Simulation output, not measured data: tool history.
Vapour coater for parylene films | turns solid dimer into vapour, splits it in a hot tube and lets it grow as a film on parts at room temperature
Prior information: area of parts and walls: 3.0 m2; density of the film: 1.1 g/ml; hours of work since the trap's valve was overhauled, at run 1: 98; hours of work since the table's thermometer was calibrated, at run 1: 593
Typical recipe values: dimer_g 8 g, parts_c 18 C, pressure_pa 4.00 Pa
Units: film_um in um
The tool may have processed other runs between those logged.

run,hour,dimer_g,parts_c,pressure_pa,hours of work since the trap's valve was overhauled,hours of work since the table's thermometer was calibrated,film_um
1,0.0,8,18,4.00,98,593,1.868
2,16.1,8,18,4.00,108,602,1.870
3,32.2,8,18,4.00,117,612,1.861
4,59.3,8,18,4.00,133,628,1.854
5,73.9,8,18,4.00,142,636,1.851
6,101.2,8,16,4.00,158,652,1.972
7,120.3,8,16,4.00,170,664,1.968
8,142.5,8,16,4.00,183,677,1.964
9,158.8,8,16,4.00,192,686,1.955
10,169.8,8,18,4.00,199,693,1.841
# hour 172.6: table's thermometer calibrated
11,189.7,8,18,4.00,210,10,1.855
12,217.1,14,18,4.00,226,26,3.233
13,228.9,10,21,5.36,233,33,1.983
14,244.0,4,21,2.16,242,42,0.958
# hour 254.2: table's thermometer calibrated, once more
15,269.4,4,21,2.16,256,9,0.924
16,285.8,4,24,9.20,266,19,0.633
17,303.8,9,16,2.97,277,29,2.273
18,315.5,12,17,4.00,284,36,2.769
19,342.7,12,17,4.00,300,52,2.768
# hour 353.7: trap's valve overhauled
20,358.5,7,14,4.00,3,59,1.857
21,371.4,3,13,5.31,10,67,0.772
22,383.9,8,14,4.00,18,74,2.131
23,403.5,9,11,4.65,29,86,2.537

Branching from run 23: 3 alternative next runs. What would each branch give?
A,422.0,11,11,10.30,40,97,?
B,422.0,8,16,4.00,40,97,?
C,422.0,6,10,3.16,40,97,?

run,film_um
A,2.651
B,1.993
C,1.771
Had the tool no hidden state, the same runs would have come out as:
run,film_um
A,2.674
B,2.010
C,1.791

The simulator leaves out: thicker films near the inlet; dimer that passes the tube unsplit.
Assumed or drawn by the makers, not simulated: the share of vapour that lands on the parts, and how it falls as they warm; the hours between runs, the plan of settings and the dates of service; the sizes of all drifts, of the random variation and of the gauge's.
